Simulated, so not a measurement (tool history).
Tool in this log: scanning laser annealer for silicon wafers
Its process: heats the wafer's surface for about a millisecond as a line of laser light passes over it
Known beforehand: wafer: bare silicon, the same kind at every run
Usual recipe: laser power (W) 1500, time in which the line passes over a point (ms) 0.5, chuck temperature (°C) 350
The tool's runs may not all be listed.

run	hour	laser power (W)	time in which the line passes over a point (ms)	chuck temperature (°C)	highest temperature of the surface (°C)
1	0	1500	0.5	350	1164
2	15.5	1500	0.5	350	1158
3	29.5	1500	0.5	350	1161
4	46.4	1410	0.5	350	1096
5	58.6	1500	0.479	350	1138
6	75.6	1500	0.5	350	1152
7	93.7	1323	0.5	350	1029
8	109.8	1323	0.5	350	1030
9	126.2	1500	0.493	350	1147
10	144.1	1500	0.493	350	1143
11	158.3	1500	0.493	350	1143
12	174.9	1385	0.5	350	1067
13	185.8	1500	0.5	350	1146
14	204.3	1500	0.5	350	1143
15	220	1500	0.5	350	1142
16	229.5	1500	0.5	350	1142
17	237.6	1500	0.5	350	1140
18	251.5	1504	0.482	329	1109
19	268.3	1385	0.47	319	1005
20	281.4	1377	0.47	319	999
21	297.5	1567	0.504	382	1219

Estimate the outcome of run 22 from the log above:
22	312.9	1354	0.405	361	?

highest temperature of the surface (°C): 976
If the tool had no hidden condition, the same run with the same run-to-run variation would have returned highest temperature of the surface (°C) 1012.
